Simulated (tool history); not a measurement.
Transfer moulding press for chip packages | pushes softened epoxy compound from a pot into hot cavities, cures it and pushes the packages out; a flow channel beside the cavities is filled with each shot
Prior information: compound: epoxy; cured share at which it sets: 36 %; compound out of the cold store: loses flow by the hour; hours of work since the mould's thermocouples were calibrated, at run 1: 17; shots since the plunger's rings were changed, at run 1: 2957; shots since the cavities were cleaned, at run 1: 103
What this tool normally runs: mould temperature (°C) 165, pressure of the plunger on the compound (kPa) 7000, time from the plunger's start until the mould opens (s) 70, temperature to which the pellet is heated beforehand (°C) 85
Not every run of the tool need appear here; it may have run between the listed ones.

run	day	mould temperature (°C)	pressure of the plunger on the compound (kPa)	time from the plunger's start until the mould opens (s)	temperature to which the pellet is heated beforehand (°C)	hours of work since the mould's thermocouples were calibrated	shots since the plunger's rings were changed	shots since the cavities were cleaned	incoming compound's hours out of the cold store	length that the compound runs in the flow channel (mm)	greatest force on the pins that push the packages out (N)
1	0.000	165	7000	70	85	17	2957	103	39.7	777	373
2	1.000	165	7000	70	85	30	3257	403	13.8	887	376
# day 1.167: plunger's sealing rings changed
# day 1.879: cavities cleaned with cleaning compound and waxed
3	2.408	165	7000	70	85	47	353	158	32.7	803	394
4	3.408	165	7000	89	85	60	653	458	17.1	872	330
# day 4.042: cavities cleaned with cleaning compound and waxed
5	4.838	165	7000	70	90	77	1062	238	41.6	766	375
# day 6.158: cavities cleaned with cleaning compound and waxed
6	6.279	165	7000	70	90	95	1475	37	33.7	797	373
7	7.617	165	7000	70	90	113	1875	437	34.6	795	362
# day 8.233: cavities cleaned with cleaning compound and waxed
8	8.546	165	7000	70	85	124	2135	94	19.2	861	391
9	9.362	165	7000	70	85	134	2379	338	44.0	758	370
# day 10.308: cavities cleaned with cleaning compound and waxed
10	10.579	165	7000	70	85	149	2725	81	45.6	752	360
11	12.029	165	7000	70	85	168	3159	515	13.4	887	389
# day 12.417: cavities cleaned with cleaning compound and waxed
# day 12.612: plunger's sealing rings changed
12	12.812	165	7000	70	85	176	60	87	20.2	858	390
13	13.871	165	7000	70	85	190	377	404	28.9	820	383
# day 14.638: cavities cleaned with cleaning compound and waxed
14	14.996	165	7000	70	90	204	695	107	47.3	746	366
15	15.862	165	7000	78	83	215	955	367	12.0	897	342
# day 16.725: cavities cleaned with cleaning compound and waxed
16	16.846	169	7490	60	83	227	1231	37	30.7	829	382
17	17.571	169	7490	60	83	236	1447	253	25.3	854	383
18	18.304	173	7490	64	82	246	1667	473	8.0	928	326
# day 18.808: cavities cleaned with cleaning compound and waxed
19	19.762	173	7490	64	82	264	2085	285	33.5	808	324
# day 20.896: cavities cleaned with cleaning compound and waxed
20	21.054	173	5550	74	79	280	2454	48	44.5	659	331
21	22.208	173	5550	81	79	295	2799	393	15.7	765	316
# day 23.071: cavities cleaned with cleaning compound and waxed
22	23.496	165	7000	84	92	311	3166	128	15.5	878	329
# day 24.025: plunger's sealing rings changed
23	24.875	165	7000	84	92	327	254	509	40.9	768	336
# day 25.329: cavities cleaned with cleaning compound and waxed
24	25.696	162	6300	51	95	337	481	110	11.8	858	906
25	26.667	162	6300	51	95	350	773	402	30.3	777	823
# day 27.517: cavities cleaned with cleaning compound and waxed
26	28.217	168	7000	70	85	369	1218	209	39.7	766	364
27	29.346	158	7110	52	83	384	1556	547	9.3	940	1157

Measured result minus the same run's result without the hidden state. Both carry the same run-to-run variation, though not necessarily the same gauge scatter:
Hidden conditions of the tool in this case: true mould temperature over the reading, C; pressure that reaches the compound, % of what is set; grip of the stained cavities, % over clean ones'; drift of the gauge itself on flow_mm, %; drift of the gauge itself on push_out_n, %.
run	greatest force on the pins that push the packages out (N)
1	+1
2	+4
3	+2
4	+4
5	+3
6	+0
7	+4
8	+2
9	+4
10	+1
11	+6
12	+1
13	+4
14	+1
15	+4
16	+0
17	+3
18	+4
19	+3
20	+1
21	+4
22	+2
23	+5
24	+2
25	+8
26	+3
27	+16
length that the compound runs in the flow channel (mm): at most 1 away from the measurement, every run.

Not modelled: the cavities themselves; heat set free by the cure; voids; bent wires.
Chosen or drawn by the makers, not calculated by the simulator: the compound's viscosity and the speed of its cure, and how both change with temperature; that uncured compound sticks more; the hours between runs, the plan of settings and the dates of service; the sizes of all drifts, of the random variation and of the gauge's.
